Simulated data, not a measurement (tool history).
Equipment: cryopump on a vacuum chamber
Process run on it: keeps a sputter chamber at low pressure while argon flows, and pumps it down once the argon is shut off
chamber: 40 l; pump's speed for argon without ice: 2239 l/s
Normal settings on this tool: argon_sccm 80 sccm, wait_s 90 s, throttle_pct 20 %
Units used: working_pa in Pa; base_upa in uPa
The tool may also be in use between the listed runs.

run 1 hour=0.0 | argon_sccm=80 wait_s=90 throttle_pct=20 | working_pa=0.3088 base_upa=1.12
run 2 hour=55.5 | argon_sccm=80 wait_s=258 throttle_pct=20 | working_pa=0.3106 base_upa=0.87
run 3 hour=149.7 | argon_sccm=80 wait_s=258 throttle_pct=20 | working_pa=0.3091 base_upa=0.95
run 4 hour=202.0 | argon_sccm=80 wait_s=44 throttle_pct=20 | working_pa=0.3124 base_upa=1.68
run 5 hour=271.5 | argon_sccm=38 wait_s=44 throttle_pct=20 | working_pa=0.1490 base_upa=1.67
run 6 hour=373.6 | argon_sccm=38 wait_s=44 throttle_pct=20 | working_pa=0.1495 base_upa=1.84
run 7 hour=454.7 | argon_sccm=38 wait_s=44 throttle_pct=20 | working_pa=0.1449 base_upa=1.66
run 8 hour=553.7 | argon_sccm=80 wait_s=90 throttle_pct=28 | working_pa=0.2182 base_upa=1.38
run 9 hour=661.5 | argon_sccm=80 wait_s=90 throttle_pct=28 | working_pa=0.2193 base_upa=1.46
run 10 hour=726.4 | argon_sccm=80 wait_s=90 throttle_pct=28 | working_pa=0.2190 base_upa=1.40
run 11 hour=789.3 | argon_sccm=80 wait_s=90 throttle_pct=28 | working_pa=0.2233 base_upa=1.51
run 12 hour=840.4 | argon_sccm=70 wait_s=90 throttle_pct=20 | working_pa=0.2680 base_upa=1.49
run 13 hour=945.8 | argon_sccm=80 wait_s=90 throttle_pct=34 | working_pa=0.1844 base_upa=1.61
run 14 hour=1026.2 | argon_sccm=80 wait_s=90 throttle_pct=34 | working_pa=0.1841 base_upa=1.67
run 15 hour=1113.0 | argon_sccm=80 wait_s=90 throttle_pct=34 | working_pa=0.1874 base_upa=1.78
run 16 hour=1183.4 | argon_sccm=80 wait_s=90 throttle_pct=34 | working_pa=0.1865 base_upa=1.73
run 17 hour=1261.2 | argon_sccm=80 wait_s=90 throttle_pct=34 | working_pa=0.1861 base_upa=1.87
run 18 hour=1307.4 | argon_sccm=33 wait_s=29 throttle_pct=51 | working_pa=0.0535 base_upa=2.70
run 19 hour=1363.8 | argon_sccm=80 wait_s=90 throttle_pct=31 | working_pa=0.2065 base_upa=1.90
run 20 hour=1451.8 | argon_sccm=82 wait_s=90 throttle_pct=22 | working_pa=0.2933 base_upa=0.61
run 21 hour=1539.7 | argon_sccm=82 wait_s=90 throttle_pct=19 | working_pa=0.3269 base_upa=0.64
run 22 hour=1624.6 | argon_sccm=70 wait_s=57 throttle_pct=19 | working_pa=0.2803 base_upa=0.87
run 23 hour=1732.0 | argon_sccm=70 wait_s=57 throttle_pct=19 | working_pa=0.2820 base_upa=0.99
run 24 hour=1792.3 | argon_sccm=70 wait_s=57 throttle_pct=19 | working_pa=0.2826 base_upa=1.01
run 25 hour=1872.6 | argon_sccm=130 wait_s=47 throttle_pct=49 | working_pa=0.2102 base_upa=1.19
run 26 hour=1930.7 | argon_sccm=110 wait_s=90 throttle_pct=46 | working_pa=0.1894 base_upa=0.85
run 27 hour=1978.3 | argon_sccm=110 wait_s=90 throttle_pct=46 | working_pa=0.1894 base_upa=0.82
run 28 hour=2032.0 | argon_sccm=80 wait_s=25 throttle_pct=21 | working_pa=0.2949 base_upa=2.00
run 29 hour=2100.4 | argon_sccm=117 wait_s=71 throttle_pct=37 | working_pa=0.2522 base_upa=1.07
run 30 hour=2196.7 | argon_sccm=78 wait_s=90 throttle_pct=20 | working_pa=0.3049 base_upa=0.98
run 31 hour=2263.8 | argon_sccm=114 wait_s=124 throttle_pct=37 | working_pa=0.2487 base_upa=0.97
run 32 hour=2347.5 | argon_sccm=114 wait_s=124 throttle_pct=37 | working_pa=0.2504 base_upa=0.97
run 33 hour=2426.9 | argon_sccm=114 wait_s=124 throttle_pct=37 | working_pa=0.2507 base_upa=1.04

Not shown: 3 entries that the log had between the listed runs. Between which runs, and how does the tool's hidden state differ before and after?
In the gap between runs 6 and 7: pump warmed up, emptied and cooled again (hour 424.5)
  pump's speed, % of a pump's without ice: 83.7 -> 99.5; cold plate's temperature, K: 12.45 -> 12.47; leak into the chamber, uPa l/s: 1806 -> 1881
  measured less the result without the state, working_pa: +0.0059 -> +0.0004 Pa; base_upa: +0.83 -> +0.70 uPa
In the gap between runs 19 and 20: leaking fittings of the chamber tightened, without venting (hour 1373.5)
  pump's speed, % of a pump's without ice: 85.1 -> 83.7; cold plate's temperature, K: 12.83 -> 12.86; leak into the chamber, uPa l/s: 2830 -> 382
  measured less the result without the state, working_pa: +0.0117 -> +0.0133 Pa; base_upa: +1.37 -> +0.08 uPa
In the gap between runs 20 and 21: pump warmed up, emptied and cooled again (hour 1521.9)
  pump's speed, % of a pump's without ice: 83.7 -> 98.9; cold plate's temperature, K: 12.86 -> 12.9; leak into the chamber, uPa l/s: 382 -> 468
  measured less the result without the state, working_pa: +0.0133 -> +0.0018 Pa; base_upa: +0.08 -> +0.08 uPa
